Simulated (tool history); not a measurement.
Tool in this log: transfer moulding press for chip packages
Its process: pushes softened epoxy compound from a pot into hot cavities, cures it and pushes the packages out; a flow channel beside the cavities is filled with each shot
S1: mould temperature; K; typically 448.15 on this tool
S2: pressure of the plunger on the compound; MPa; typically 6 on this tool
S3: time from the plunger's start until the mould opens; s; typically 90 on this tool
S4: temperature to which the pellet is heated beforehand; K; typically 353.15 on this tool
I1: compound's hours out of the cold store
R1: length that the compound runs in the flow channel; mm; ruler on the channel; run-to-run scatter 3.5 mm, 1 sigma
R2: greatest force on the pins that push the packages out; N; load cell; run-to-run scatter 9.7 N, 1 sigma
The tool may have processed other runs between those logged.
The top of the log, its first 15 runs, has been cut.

| run | hour | S1 | S2 | S3 | S4 | I1 | R1 | R2 |
|---|---|---|---|---|---|---|---|---|
| 16 | 106.8 | 448.15 | 6 | 83 | 353.15 | 21.5 | 509 | 837 |
| 17 | 113.5 | 440.15 | 5.23 | 111 | 359.15 | 13.7 | 510 | 736 |
|  | 116.6 | cavities cleaned with cleaning compound and waxed |
| 18 | 123.9 | 447.15 | 5.24 | 97 | 349.15 | 28.8 | 460 | 477 |
| 19 | 128.9 | 447.15 | 5.24 | 97 | 349.15 | 24.2 | 469 | 497 |
| 20 | 137.2 | 447.15 | 5.24 | 97 | 349.15 | 9.7 | 491 | 527 |
| 21 | 145.8 | 448.15 | 6 | 90 | 360.15 | 30.8 | 482 | 588 |
| 22 | 154.5 | 448.15 | 6 | 86 | 353.15 | 33.3 | 485 | 683 |
| 23 | 163.9 | 448.15 | 6 | 86 | 353.15 | 15.7 | 519 | 735 |
| 24 | 170.2 | 448.15 | 6 | 86 | 353.15 | 37 | 484 | 725 |
|  | 176.1 | cavities cleaned with cleaning compound and waxed |
| 25 | 179 | 441.15 | 5.51 | 77 | 353.15 | 9.4 | 523 | 1231 |
| 26 | 184 | 440.15 | 5.41 | 77 | 353.15 | 22.8 | 495 | 1292 |
| 27 | 192.9 | 446.15 | 6 | 86 | 353.15 | 45.3 | 465 | 651 |
| 28 | 199.4 | 455.15 | 5.33 | 115 | 353.15 | 9.4 | 478 | 450 |
| 29 | 208.1 | 455.15 | 5.33 | 115 | 353.15 | 32 | 439 | 464 |
| 30 | 216.7 | 447.15 | 5.33 | 72 | 353.15 | 13.4 | 485 | 1248 |

Each row is a separate what-if for the run after 30, all from the same tool condition, not one after another. Results?
| A | 222.5 | 442.15 | 6.58 | 90 | 353.15 | 10.3 | ? | ? |
| B | 222.5 | 442.15 | 6.05 | 72 | 362.15 | 30 | ? | ? |
| C | 222.5 | 447.15 | 5.33 | 72 | 345.15 | 40.8 | ? | ? |

| run | R1 | R2 |
|---|---|---|
| A | 556 | 1084 |
| B | 500 | 1634 |
| C | 439 | 1218 |
What these runs would have given with no unlogged condition in the tool:
| run | R1 | R2 |
|---|---|---|
| A | 590 | 730 |
| B | 531 | 1092 |
| C | 467 | 818 |

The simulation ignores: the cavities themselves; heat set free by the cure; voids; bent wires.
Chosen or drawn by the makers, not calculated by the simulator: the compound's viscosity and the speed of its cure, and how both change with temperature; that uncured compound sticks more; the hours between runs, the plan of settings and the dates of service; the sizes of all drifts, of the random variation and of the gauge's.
